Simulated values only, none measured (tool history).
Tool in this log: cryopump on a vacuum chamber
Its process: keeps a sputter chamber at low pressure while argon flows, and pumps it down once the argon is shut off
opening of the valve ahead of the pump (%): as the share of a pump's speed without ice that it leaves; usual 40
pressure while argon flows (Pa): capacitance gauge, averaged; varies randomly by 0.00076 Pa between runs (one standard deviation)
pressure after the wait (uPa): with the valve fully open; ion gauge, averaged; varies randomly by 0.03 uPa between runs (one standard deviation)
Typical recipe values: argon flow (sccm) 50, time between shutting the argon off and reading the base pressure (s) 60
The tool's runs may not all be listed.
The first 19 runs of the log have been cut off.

run	day	argon flow (sccm)	time between shutting the argon off and reading the base pressure (s)	opening of the valve ahead of the pump (%)	pressure while argon flows (Pa)	pressure after the wait (uPa)
20	40.725	36	37	27	0.1611	4.03
21	42.600	36	37	27	0.1622	4.02
22	43.950	50	65	15	0.3949	3.21
# day 44.946: leaking fittings of the chamber tightened, without venting
# day 45.796: pump warmed up, emptied and cooled again
23	46.854	49	40	18	0.3123	2.25
24	49.762	57	137	30	0.2214	0.83
25	51.967	57	137	30	0.2218	0.88
26	54.079	57	137	30	0.2228	0.95
27	56.088	57	137	30	0.2232	0.93
28	57.696	40	112	23	0.2028	1.10
29	60.788	40	158	23	0.2048	0.98
30	62.796	50	60	20	0.2947	1.77
31	65.833	74	65	20	0.4381	1.72
32	68.996	71	33	51	0.1754	2.94
33	71.425	25	21	27	0.1119	4.36
34	74.125	49	29	24	0.2493	3.31

Consider 4 possible next runs. They are alternatives, not a sequence: every one starts from the tool as it was left by run 34. What does each give?
# day 76.625: pump warmed up, emptied and cooled again
A	77.346	49	134	53	?	?
# day 76.625: pump warmed up, emptied and cooled again
B	77.346	53	24	53	?	?
# day 76.625: pump warmed up, emptied and cooled again
C	77.346	23	155	40	?	?
# day 76.625: pump warmed up, emptied and cooled again
D	77.346	52	160	53	?	?

run	pressure while argon flows (Pa)	pressure after the wait (uPa)
A	0.1092	1.15
B	0.1168	3.83
C	0.0671	1.07
D	0.1165	1.09
Take away the tool's hidden state, keep each run's random variation, and the runs would have read:
run	pressure while argon flows (Pa)	pressure after the wait (uPa)
A	0.1061	0.77
B	0.1135	3.45
C	0.0656	0.69
D	0.1132	0.69
